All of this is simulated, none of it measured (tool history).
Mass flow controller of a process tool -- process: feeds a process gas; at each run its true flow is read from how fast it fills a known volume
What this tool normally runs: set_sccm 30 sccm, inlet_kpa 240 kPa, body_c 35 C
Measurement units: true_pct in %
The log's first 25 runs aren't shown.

Run 26, hour 2608.4: usual settings but set_sccm 12 sccm, inlet_kpa 148 kPa, body_c 30 C. Result: true_pct 99.69 %.
Run 27, hour 2691.3: usual settings but set_sccm 12 sccm, inlet_kpa 148 kPa, body_c 30 C. Result: true_pct 99.76 %.
Run 28, hour 2802: usual settings but set_sccm 19 sccm, inlet_kpa 207 kPa. Result: true_pct 100.55 %.
Run 29, hour 2935.4: usual settings but body_c 23 C. Result: true_pct 101.08 %.
Run 30, hour 3000.2: usual settings but set_sccm 74 sccm, inlet_kpa 162 kPa, body_c 39 C. Result: true_pct 102.11 %.
Run 31, hour 3104.1: usual settings but inlet_kpa 261 kPa. Result: true_pct 101.71 %.
Run 32, hour 3194.4: usual settings but set_sccm 57 sccm, inlet_kpa 213 kPa. Result: true_pct 102.11 %.
Run 33, hour 3298: usual settings but set_sccm 57 sccm, inlet_kpa 213 kPa. Result: true_pct 102.35 %.
Run 34, hour 3388.5: usual settings but set_sccm 57 sccm, inlet_kpa 213 kPa. Result: true_pct 102.71 %.
Run 35, hour 3467.4: usual settings but set_sccm 54 sccm, inlet_kpa 181 kPa, body_c 40 C. Result: true_pct 102.36 %.
Run 36, hour 3584.7: usual settings but set_sccm 60 sccm, inlet_kpa 218 kPa, body_c 37 C. Result: true_pct 102.96 %.
Run 37, hour 3701.5: usual settings but set_sccm 55 sccm, inlet_kpa 174 kPa, body_c 39 C. Result: true_pct 102.84 %.

Below are 4 alternative next runs, each starting from the tool's condition after run 37. Predict each:
Run A, hour 3815.1: usual settings but set_sccm 46 sccm, inlet_kpa 237 kPa, body_c 30 C. Result: true_pct ?.
Run B, hour 3815.1: usual settings but set_sccm 11 sccm, body_c 33 C. Result: true_pct ?.
Run C, hour 3815.1: usual settings but set_sccm 59 sccm, inlet_kpa 267 kPa, body_c 33 C. Result: true_pct ?.
Run D, hour 3815.1: usual settings but set_sccm 42 sccm, inlet_kpa 208 kPa, body_c 22 C. Result: true_pct ?.

run  true_pct
  A     102.9
  B    102.25
  C    103.65
  D    102.46
Take away the tool's hidden state, keep each run's random variation, and the runs would have read:
run  true_pct
  A     99.11
  B     98.51
  C     99.83
  D     98.69

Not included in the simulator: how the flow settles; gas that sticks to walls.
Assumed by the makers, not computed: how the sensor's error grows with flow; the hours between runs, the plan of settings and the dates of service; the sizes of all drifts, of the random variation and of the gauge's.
